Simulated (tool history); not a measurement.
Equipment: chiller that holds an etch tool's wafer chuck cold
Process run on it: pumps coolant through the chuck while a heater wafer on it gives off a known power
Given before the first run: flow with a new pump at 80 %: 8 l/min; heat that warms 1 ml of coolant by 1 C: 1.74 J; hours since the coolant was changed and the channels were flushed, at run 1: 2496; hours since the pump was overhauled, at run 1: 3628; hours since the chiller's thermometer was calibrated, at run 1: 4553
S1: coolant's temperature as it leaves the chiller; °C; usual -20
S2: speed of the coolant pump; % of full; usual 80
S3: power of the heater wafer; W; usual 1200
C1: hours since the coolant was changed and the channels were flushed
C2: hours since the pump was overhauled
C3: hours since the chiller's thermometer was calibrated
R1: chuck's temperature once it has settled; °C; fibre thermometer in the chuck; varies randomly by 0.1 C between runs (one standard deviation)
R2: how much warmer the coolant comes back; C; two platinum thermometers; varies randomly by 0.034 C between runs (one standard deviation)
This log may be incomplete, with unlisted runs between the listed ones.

run      day   S1  S2    S3    C1    C2    C3     R1    R2
  1        0  -20  80  1200  2496  3628  4553   -8.9  5.16
  2    2.779  -20  80  1200  2562  3694  4620   -8.8  5.17
  3    6.233  -29  80  1200  2645  3777  4703  -17.8  5.19
  4     9.45  -29  80  1200  2722  3854  4780  -17.7  5.19
  5   11.517  -29  80  1200  2772  3904  4829  -17.9  5.17
  6   14.492  -29  80  1200  2843  3975  4901  -17.8  5.24
  7   17.654  -29  80  1200  2919  4051  4977  -17.9   5.2
  8   20.733  -20  80  1200  2993  4125  5050   -8.8  5.14
  9   25.233  -20  80  1200  3101  4233  5158   -8.7  5.15
 10   29.567  -20  80  1200  3205  4337  5263   -8.7  5.12
 11   32.275  -20  80  1200  3270  4402  5328   -8.6  5.14
 12   36.525  -20  80  1200  3372  4504  5429   -8.7  5.14
      38.592  -- chiller's thermometer calibrated
 13   40.517  -20  80  1200  3467  4599    46   -8.9  5.18
 14   44.775  -20  80   640  3569  4701   148    -14  2.78
 15   48.096  -20  80   640  3649  4781   228  -14.1  2.76
       50.35  -- coolant changed, channels flushed
 16   51.733  -20  80   614    33  4862   309  -14.3  2.64
 17   54.892  -20  80   614   109  4938   385    -14  2.61
 18   57.396  -20  80   614   169  4998   445  -14.3  2.64
 19   59.808  -20  80  1361   227  5056   503   -7.3  5.92
 20    63.35  -14  80  1227   312  5141   588   -2.5  5.27
 21   66.438  -14  80  1227   386  5215   662   -2.5   5.3
 22   70.754  -10  80   649   490  5319   766     -4  2.86
 23   72.788  -10  80   649   538  5367   815   -3.8  2.76
 24   77.175  -15  67   919   644  5473   920     -5  4.73
 25   80.408  -28  65   935   721  5550   998  -17.6  5.07
 26   83.075  -28  65  1375   785  5614  1062  -12.7  7.29
 27   87.204  -16  65   927   884  5713  1161   -5.7  4.84
 28   90.683  -16  77   705   968  5797  1244   -9.2  3.16
 29   95.108  -16  64  1403  1074  5903  1350   -0.1  7.52
 30   99.596  -16  64  1403  1182  6011  1458   -0.2  7.58
 31    102.7  -20  69  1403  1256  6085  1533   -5.2  6.99
 32  105.825  -20  69  1403  1331  6160  1608   -5.2  6.97

Across each entry between runs, compare the hidden state at the last listed run before it with the hidden state at the first listed run after it:
After run 12, before run 13: chiller's thermometer calibrated (day 38.592)
  coolant's true temperature over the reading, C: 0.01 -> 0
After run 15, before run 16: coolant changed, channels flushed (day 50.35)
  heat passed by the chuck's channels, % of clean ones': 99.9 -> 100
